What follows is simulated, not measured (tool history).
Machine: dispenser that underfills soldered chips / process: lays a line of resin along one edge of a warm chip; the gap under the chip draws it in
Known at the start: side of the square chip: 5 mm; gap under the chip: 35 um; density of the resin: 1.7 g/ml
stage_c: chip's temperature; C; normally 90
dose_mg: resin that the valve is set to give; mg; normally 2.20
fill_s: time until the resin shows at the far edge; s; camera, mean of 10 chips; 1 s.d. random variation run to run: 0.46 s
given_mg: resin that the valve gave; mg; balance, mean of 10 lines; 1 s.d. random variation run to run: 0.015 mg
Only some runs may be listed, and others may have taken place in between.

run,day,stage_c,dose_mg,fill_s,given_mg
1,0.000,90,2.20,54.7,2.19
# day 0.108: new syringe of resin
2,0.554,90,2.20,50.7,2.18
# day 0.704: new syringe of resin
3,1.129,90,2.20,51.2,2.14
# day 1.304: new syringe of resin
4,1.446,90,2.20,38.0,2.16
5,1.771,90,2.20,50.5,2.16
# day 1.892: new syringe of resin
6,2.188,90,2.04,44.4,1.95
# day 2.492: new syringe of resin
7,2.725,87,2.04,47.6,1.97
# day 3.088: new syringe of resin
8,3.092,90,2.20,35.2,2.14
9,3.388,90,2.20,44.7,2.13
# day 3.679: new syringe of resin
10,3.900,90,2.20,40.7,2.14
# day 4.262: new syringe of resin
11,4.504,78,2.02,64.6,1.92
12,4.792,96,2.27,44.2,2.17
# day 4.892: new syringe of resin
13,5.429,96,2.27,45.7,2.15
# day 5.483: new syringe of resin
14,5.867,80,2.11,67.5,2.01
# day 6.033: dispensing valve cleaned and set on the balance
# day 6.162: new syringe of resin
15,6.471,79,2.11,63.5,2.08
# day 6.754: new syringe of resin
16,6.938,104,2.33,24.7,2.32
# day 7.338: new syringe of resin
17,7.500,104,2.33,25.3,2.28
# day 7.946: new syringe of resin
18,8.038,104,2.33,23.3,2.27
# day 8.538: new syringe of resin
19,8.575,96,2.79,26.9,2.73
20,8.883,96,2.79,36.6,2.73

5 ways to go on from here, each from the tool as it stands after run 20. What would each give?
# day 9.133: new syringe of resin
A,9.442,90,2.36,?,?
# day 9.133: new syringe of resin
B,9.442,90,2.09,?,?
# day 9.133: new syringe of resin
C,9.442,83,2.10,?,?
# day 9.133: new syringe of resin
D,9.442,91,2.79,?,?
# day 9.133: new syringe of resin
E,9.442,96,2.69,?,?

run,fill_s,given_mg
A,43.9,2.29
B,44.5,2.01
C,56.6,2.06
D,42.6,2.74
E,36.3,2.62
With the hidden condition removed and each run's random variation left untouched, the same runs would have given:
run,fill_s,given_mg
A,34.8,2.35
B,35.2,2.07
C,45.0,2.11
D,33.9,2.81
E,28.9,2.69
